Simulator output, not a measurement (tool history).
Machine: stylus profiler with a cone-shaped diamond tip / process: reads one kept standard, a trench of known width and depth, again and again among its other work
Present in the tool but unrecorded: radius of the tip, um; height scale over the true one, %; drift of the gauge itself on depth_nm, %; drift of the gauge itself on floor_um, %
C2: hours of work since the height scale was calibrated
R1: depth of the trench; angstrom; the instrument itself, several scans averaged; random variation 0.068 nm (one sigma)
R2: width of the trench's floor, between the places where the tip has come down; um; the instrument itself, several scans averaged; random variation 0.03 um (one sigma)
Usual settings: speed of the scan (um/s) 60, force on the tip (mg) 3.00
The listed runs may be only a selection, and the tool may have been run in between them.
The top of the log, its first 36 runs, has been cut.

{"run": 37, "hour": 2399.8, "speed of the scan (um/s)": 219, "force on the tip (mg)": 3.0, "scans with this tip": 17625, "C2": 1525, "R1": 2022.8, "R2": 97.09}
{"run": 38, "hour": 2464.1, "speed of the scan (um/s)": 60, "force on the tip (mg)": 2.21, "scans with this tip": 17838, "C2": 1572, "R1": 2020.5, "R2": 97.29}
{"run": 39, "hour": 2525.1, "speed of the scan (um/s)": 16, "force on the tip (mg)": 3.0, "scans with this tip": 18040, "C2": 1617, "R1": 2023.3, "R2": 97.43}
{"run": 40, "hour": 2613.2, "speed of the scan (um/s)": 96, "force on the tip (mg)": 8.33, "scans with this tip": 18333, "C2": 1682, "R1": 2037.7, "R2": 97.29}
{"run": 41, "hour": 2682.4, "speed of the scan (um/s)": 33, "force on the tip (mg)": 8.33, "scans with this tip": 18562, "C2": 1733, "R1": 2036.9, "R2": 97.42}
{"run": 42, "hour": 2757.7, "speed of the scan (um/s)": 33, "force on the tip (mg)": 8.33, "scans with this tip": 18812, "C2": 1788, "R1": 2037.0, "R2": 97.38}
{"run": 43, "hour": 2849.2, "speed of the scan (um/s)": 19, "force on the tip (mg)": 3.0, "scans with this tip": 19115, "C2": 1856, "R1": 2025.2, "R2": 97.43}
{"run": 44, "hour": 2894.1, "speed of the scan (um/s)": 87, "force on the tip (mg)": 2.59, "scans with this tip": 19264, "C2": 1889, "R1": 2023.9, "R2": 97.23}
{"run": 45, "hour": 2984.0, "speed of the scan (um/s)": 26, "force on the tip (mg)": 2.9, "scans with this tip": 19562, "C2": 1955, "R1": 2023.9, "R2": 97.38}
{"run": 46, "hour": 3026.9, "speed of the scan (um/s)": 26, "force on the tip (mg)": 2.9, "scans with this tip": 19705, "C2": 1986, "R1": 2025.2, "R2": 97.33}

Below are 4 alternative next runs, each starting from the tool's condition after run 46. Predict each:
{"run": "A", "hour": 3100.7, "speed of the scan (um/s)": 27, "force on the tip (mg)": 1.16, "scans with this tip": 19949, "C2": 2041, "R1": "?", "R2": "?"}
{"run": "B", "hour": 3100.7, "speed of the scan (um/s)": 60, "force on the tip (mg)": 3.01, "scans with this tip": 19949, "C2": 2041, "R1": "?", "R2": "?"}
{"run": "C", "hour": 3100.7, "speed of the scan (um/s)": 50, "force on the tip (mg)": 2.35, "scans with this tip": 19949, "C2": 2041, "R1": "?", "R2": "?"}
{"run": "D", "hour": 3100.7, "speed of the scan (um/s)": 17, "force on the tip (mg)": 2.26, "scans with this tip": 19949, "C2": 2041, "R1": "?", "R2": "?"}

run=A R1=2019.3 R2=97.32
run=B R1=2024.4 R2=97.32
run=C R1=2023.0 R2=97.32
run=D R1=2023.3 R2=97.37
Take away the tool's hidden state, keep each run's random variation, and the runs would have read:
run=A R1=2008.2 R2=97.97
run=B R1=2013.2 R2=97.96
run=C R1=2011.8 R2=97.97
run=D R1=2012.2 R2=98.02

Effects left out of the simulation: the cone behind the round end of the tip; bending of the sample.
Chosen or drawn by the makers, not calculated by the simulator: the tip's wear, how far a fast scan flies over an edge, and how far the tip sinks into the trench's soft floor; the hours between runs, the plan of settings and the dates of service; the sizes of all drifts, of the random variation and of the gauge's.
